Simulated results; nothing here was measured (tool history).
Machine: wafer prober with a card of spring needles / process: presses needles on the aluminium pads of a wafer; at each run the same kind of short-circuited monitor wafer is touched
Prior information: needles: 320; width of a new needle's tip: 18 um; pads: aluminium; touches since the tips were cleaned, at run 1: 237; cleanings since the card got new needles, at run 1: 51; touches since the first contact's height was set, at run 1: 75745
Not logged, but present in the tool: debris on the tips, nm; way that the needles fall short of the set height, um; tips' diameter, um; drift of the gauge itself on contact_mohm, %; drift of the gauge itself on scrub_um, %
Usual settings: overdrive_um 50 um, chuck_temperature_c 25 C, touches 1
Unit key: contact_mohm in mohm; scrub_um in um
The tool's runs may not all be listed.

run	hour	overdrive_um	chuck_temperature_c	touches	touches since the tips were cleaned	cleanings since the card got new needles	touches since the first contact's height was set	contact_mohm	scrub_um
1	0	50	25	1	237	51	75745	154	10.08
# hour 8.6: tips cleaned on abrasive film
# hour 19.3: tips cleaned on abrasive film
# hour 30: tips cleaned on abrasive film
# hour 40.1: tips cleaned on abrasive film
2	40.1	67	25	1	0	55	100101	151	13.4
# hour 50.8: tips cleaned on abrasive film
# hour 61.6: tips cleaned on abrasive film
# hour 72.3: tips cleaned on abrasive film
# hour 80.9: tips cleaned on abrasive film
# hour 91.6: tips cleaned on abrasive film
3	99.8	50	25	1	5043	60	136388	156	10.07
# hour 102: tips cleaned on abrasive film
# hour 112.8: tips cleaned on abrasive film
# hour 121.4: tips cleaned on abrasive film
4	129	50	25	1	4700	63	154108	157	10.05
# hour 131.2: tips cleaned on abrasive film
# hour 142: tips cleaned on abrasive film
# hour 152.7: tips cleaned on abrasive film
# hour 161.3: tips cleaned on abrasive film
5	165.3	50	25	1	2485	67	176121	158	10.03
# hour 171.8: tips cleaned on abrasive film
# hour 182.5: tips cleaned on abrasive film
# hour 193.2: tips cleaned on abrasive film
# hour 201.8: tips cleaned on abrasive film
6	204.5	50	25	1	1637	71	199889	159	9.97
# hour 211: tips cleaned on abrasive film
# hour 221.7: tips cleaned on abrasive film
# hour 232.4: tips cleaned on abrasive film
# hour 243.1: tips cleaned on abrasive film
# hour 251.7: tips cleaned on abrasive film
7	252.7	50	25	1	584	76	229115	156	10.07
# hour 261.3: tips cleaned on abrasive film
# hour 265.8: height of the first contact set anew
# hour 270.2: tips cleaned on abrasive film
# hour 278.7: tips cleaned on abrasive film
# hour 289.5: tips cleaned on abrasive film
# hour 298.1: tips cleaned on abrasive film
8	298.3	50	25	2	153	81	19681	159	10.03
# hour 306.9: tips cleaned on abrasive film
# hour 317.6: tips cleaned on abrasive film
# hour 326.2: tips cleaned on abrasive film
# hour 336.9: tips cleaned on abrasive film
# hour 345.5: tips cleaned on abrasive film
# hour 356.3: tips cleaned on abrasive film
9	357.6	50	25	1	849	87	55688	160	10.01
# hour 366.2: tips cleaned on abrasive film
# hour 374.8: tips cleaned on abrasive film
# hour 385.5: tips cleaned on abrasive film
# hour 396.3: tips cleaned on abrasive film
# hour 404.9: tips cleaned on abrasive film
10	409.1	50	25	2	2576	92	86906	159	9.95
# hour 415.5: tips cleaned on abrasive film
# hour 424.1: tips cleaned on abrasive film
# hour 432.7: tips cleaned on abrasive film
# hour 443.4: tips cleaned on abrasive film
# hour 452: tips cleaned on abrasive film
# hour 462.6: tips cleaned on abrasive film
11	462.6	50	25	3	0	98	119382	158	9.94
# hour 473.3: tips cleaned on abrasive film
# hour 484.1: tips cleaned on abrasive film
# hour 494.8: tips cleaned on abrasive film
# hour 505.5: tips cleaned on abrasive film
12	509.6	50	25	3	2501	102	147920	155	9.95
# hour 516.1: tips cleaned on abrasive film
# hour 524.6: tips cleaned on abrasive film
# hour 534.4: tips cleaned on abrasive film
13	534.4	50	25	3	0	105	162926	158	9.99
# hour 545.1: tips cleaned on abrasive film
# hour 553.7: tips cleaned on abrasive film
# hour 564.4: tips cleaned on abrasive film
# hour 575.1: tips cleaned on abrasive film
# hour 585.8: tips cleaned on abrasive film
14	589	58	99	2	1948	110	196117	171	11.48
# hour 595.5: tips cleaned on abrasive film
# hour 604.1: tips cleaned on abrasive film
# hour 614.8: tips cleaned on abrasive film
# hour 625.5: tips cleaned on abrasive film
# hour 636.2: tips cleaned on abrasive film
15	640.8	57	89	2	2781	115	227539	171	11.32
# hour 645.1: tips cleaned on abrasive film
# hour 655.8: tips cleaned on abrasive film
# hour 656.1: height of the first contact set anew
# hour 666.8: tips cleaned on abrasive film
# hour 675.4: tips cleaned on abrasive film
# hour 684: tips cleaned on abrasive film
16	689.8	57	89	2	3540	120	20464	167	11.23
# hour 694.1: tips cleaned on abrasive film
# hour 704.9: tips cleaned on abrasive film
# hour 713.5: tips cleaned on abrasive film
# hour 724.2: tips cleaned on abrasive film
# hour 734.9: tips cleaned on abrasive film
17	740.5	50	32	1	3425	125	51229	160	9.82
# hour 744.8: tips cleaned on abrasive film
# hour 755.5: tips cleaned on abrasive film
# hour 766.3: tips cleaned on abrasive film
# hour 777: tips cleaned on abrasive film
18	777.1	50	31	1	46	129	73406	158	9.88
# hour 785.6: tips cleaned on abrasive film
# hour 794.2: tips cleaned on abrasive film
# hour 802.8: tips cleaned on abrasive film
# hour 813.6: tips cleaned on abrasive film
# hour 822.1: tips cleaned on abrasive film
19	829.8	50	25	2	4683	134	105430	156	9.86
# hour 832: tips cleaned on abrasive film
# hour 840.6: tips cleaned on abrasive film
# hour 849.2: tips cleaned on abrasive film
# hour 859.9: tips cleaned on abrasive film
# hour 870.6: tips cleaned on abrasive film
# hour 881.4: tips cleaned on abrasive film
20	888	50	25	2	4091	140	140766	156	9.85
# hour 890.1: gauge calibrated
# hour 890.2: tips cleaned on abrasive film
# hour 898.8: tips cleaned on abrasive film
# hour 909.6: tips cleaned on abrasive film
# hour 918.2: tips cleaned on abrasive film
# hour 928.9: tips cleaned on abrasive film
# hour 937.5: tips cleaned on abrasive film
21	944.9	50	25	2	4542	146	175249	159	10.03
# hour 947.1: tips cleaned on abrasive film
# hour 957.8: tips cleaned on abrasive film
# hour 968.5: tips cleaned on abrasive film
# hour 979.2: tips cleaned on abrasive film
# hour 989.6: tips cleaned on abrasive film
22	989.6	50	25	2	0	151	202394	159	9.98
# hour 1000.4: tips cleaned on abrasive film
# hour 1009: tips cleaned on abrasive film
# hour 1017.6: tips cleaned on abrasive film
# hour 1028.3: tips cleaned on abrasive film
# hour 1039: tips cleaned on abrasive film
23	1043	53	118	2	2433	156	234770	175	10.64
# hour 1045.4: height of the first contact set anew
# hour 1049.7: tips cleaned on abrasive film
# hour 1060.4: tips cleaned on abrasive film
# hour 1069: tips cleaned on abrasive film
# hour 1077.8: tips cleaned on abrasive film
24	1077.8	53	118	2	0	160	19614	173	10.55
# hour 1088.5: tips cleaned on abrasive film
# hour 1097.1: tips cleaned on abrasive film
# hour 1107.8: tips cleaned on abrasive film
# hour 1118.5: tips cleaned on abrasive film
# hour 1129.2: tips cleaned on abrasive film
25	1129.7	53	118	2	270	165	51124	170	10.66

3 ways to go on from here, each from the tool as it stands after run 25. What would each give?
# hour 1138.3: tips cleaned on abrasive film
# hour 1146.9: tips cleaned on abrasive film
# hour 1157.6: tips cleaned on abrasive film
# hour 1168.3: tips cleaned on abrasive film
A	1175.6	53	57	1	4511	169	79066	?	?
# hour 1138.3: tips cleaned on abrasive film
# hour 1146.9: tips cleaned on abrasive film
# hour 1157.6: tips cleaned on abrasive film
# hour 1168.3: tips cleaned on abrasive film
B	1175.6	41	118	3	4511	169	79066	?	?
# hour 1138.3: tips cleaned on abrasive film
# hour 1146.9: tips cleaned on abrasive film
# hour 1157.6: tips cleaned on abrasive film
# hour 1168.3: tips cleaned on abrasive film
C	1175.6	40	118	1	4511	169	79066	?	?

run	contact_mohm	scrub_um
A	163	10.63
B	175	8.15
C	178	8.03
The same runs, with their run-to-run variation unchanged, on a tool lacking any hidden condition would have given:
run	contact_mohm	scrub_um
A	163	10.7
B	174	8.2
C	177	8.08

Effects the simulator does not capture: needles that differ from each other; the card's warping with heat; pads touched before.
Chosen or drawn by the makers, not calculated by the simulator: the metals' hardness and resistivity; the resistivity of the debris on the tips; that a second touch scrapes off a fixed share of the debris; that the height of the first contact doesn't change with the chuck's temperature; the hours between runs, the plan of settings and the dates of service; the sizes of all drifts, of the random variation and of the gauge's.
